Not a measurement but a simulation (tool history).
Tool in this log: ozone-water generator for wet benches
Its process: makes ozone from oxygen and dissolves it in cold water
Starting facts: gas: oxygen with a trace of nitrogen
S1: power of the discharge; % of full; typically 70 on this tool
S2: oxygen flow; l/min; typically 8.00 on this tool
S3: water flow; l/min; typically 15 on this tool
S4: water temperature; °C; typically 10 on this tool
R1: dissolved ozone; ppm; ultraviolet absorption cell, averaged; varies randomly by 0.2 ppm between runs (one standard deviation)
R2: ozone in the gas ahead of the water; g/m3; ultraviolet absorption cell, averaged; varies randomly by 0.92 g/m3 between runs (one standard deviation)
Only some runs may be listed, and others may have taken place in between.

run 1 hour=0.0 | S1=70 S2=8.00 S3=15 S4=10 | R1=27.7 R2=154.4
run 2 hour=48.7 | S1=70 S2=8.00 S3=15 S4=10 | R1=28.4 R2=155.4
run 3 hour=91.5 | S1=70 S2=8.00 S3=15 S4=10 | R1=28.0 R2=153.5
run 4 hour=130.1 | S1=84 S2=8.00 S3=15 S4=10 | R1=32.7 R2=181.6
run 5 hour=169.7 | S1=84 S2=8.00 S3=15 S4=10 | R1=32.9 R2=178.3
run 6 hour=207.7 | S1=84 S2=8.00 S3=15 S4=10 | R1=32.7 R2=179.5
run 7 hour=251.6 | S1=59 S2=8.00 S3=15 S4=10 | R1=24.2 R2=133.2
run 8 hour=293.0 | S1=59 S2=8.00 S3=15 S4=10 | R1=24.1 R2=134.5
-- hour=313.4 water thermometer calibrated
run 9 hour=330.5 | S1=59 S2=8.00 S3=15 S4=10 | R1=24.7 R2=133.4
run 10 hour=382.7 | S1=59 S2=8.00 S3=15 S4=10 | R1=24.5 R2=133.6
run 11 hour=410.7 | S1=59 S2=8.00 S3=15 S4=10 | R1=24.7 R2=133.6
run 12 hour=443.2 | S1=59 S2=8.00 S3=15 S4=10 | R1=24.5 R2=133.4
run 13 hour=494.0 | S1=70 S2=8.00 S3=15 S4=10 | R1=28.1 R2=153.3
run 14 hour=517.6 | S1=70 S2=8.00 S3=15 S4=10 | R1=27.9 R2=152.6
run 15 hour=542.6 | S1=70 S2=13.90 S3=15 S4=10 | R1=25.5 R2=113.6

What will run 16 give?
run 16 hour=583.7 | S1=42 S2=11.09 S3=21 S4=8 | R1=? R2=?

Run 16 came out at R1 15.0 ppm, R2 84.8 g/m3.
Were there no unlogged condition in the tool, this run, its random variation unchanged, would have produced R1 15.7 ppm, R2 85.3 g/m3.
